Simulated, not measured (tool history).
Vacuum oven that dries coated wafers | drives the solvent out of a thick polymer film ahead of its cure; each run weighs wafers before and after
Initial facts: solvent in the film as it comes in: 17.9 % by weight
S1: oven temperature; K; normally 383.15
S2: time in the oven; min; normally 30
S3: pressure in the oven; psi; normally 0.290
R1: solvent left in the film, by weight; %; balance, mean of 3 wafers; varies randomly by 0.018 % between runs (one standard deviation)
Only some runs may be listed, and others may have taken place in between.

run 1 hour=0.0 | S1=383.15 S2=30 S3=0.290 | R1=2.01
run 2 hour=87.5 | S1=383.15 S2=30 S3=0.290 | R1=1.97
run 3 hour=143.9 | S1=394.15 S2=30 S3=0.290 | R1=1.11
run 4 hour=233.1 | S1=394.15 S2=30 S3=0.290 | R1=1.11
run 5 hour=308.3 | S1=383.15 S2=30 S3=0.290 | R1=2.00
run 6 hour=396.2 | S1=383.15 S2=30 S3=0.290 | R1=2.02
run 7 hour=495.6 | S1=383.15 S2=30 S3=0.290 | R1=1.97
run 8 hour=596.2 | S1=383.15 S2=30 S3=0.290 | R1=1.95
-- hour=603.0 vacuum gauge cleaned of residue and calibrated
run 9 hour=697.9 | S1=383.15 S2=30 S3=0.290 | R1=2.05
run 10 hour=761.7 | S1=384.15 S2=15 S3=0.428 | R1=4.52
run 11 hour=804.7 | S1=384.15 S2=15 S3=0.428 | R1=4.49

Here are 4 independent what-if runs from the current tool condition. What would each one return?
run A hour=858.4 | S1=383.15 S2=30 S3=0.290 | R1=?
run B hour=858.4 | S1=391.15 S2=39 S3=1.120 | R1=?
run C hour=858.4 | S1=395.15 S2=18 S3=0.242 | R1=?
run D hour=858.4 | S1=389.15 S2=39 S3=0.223 | R1=?

run=A R1=2.02
run=B R1=3.88
run=C R1=1.68
run=D R1=1.00
The same runs, with their run-to-run variation unchanged, on a tool lacking any hidden condition would have given:
run=A R1=1.99
run=B R1=3.91
run=C R1=1.69
run=D R1=0.93
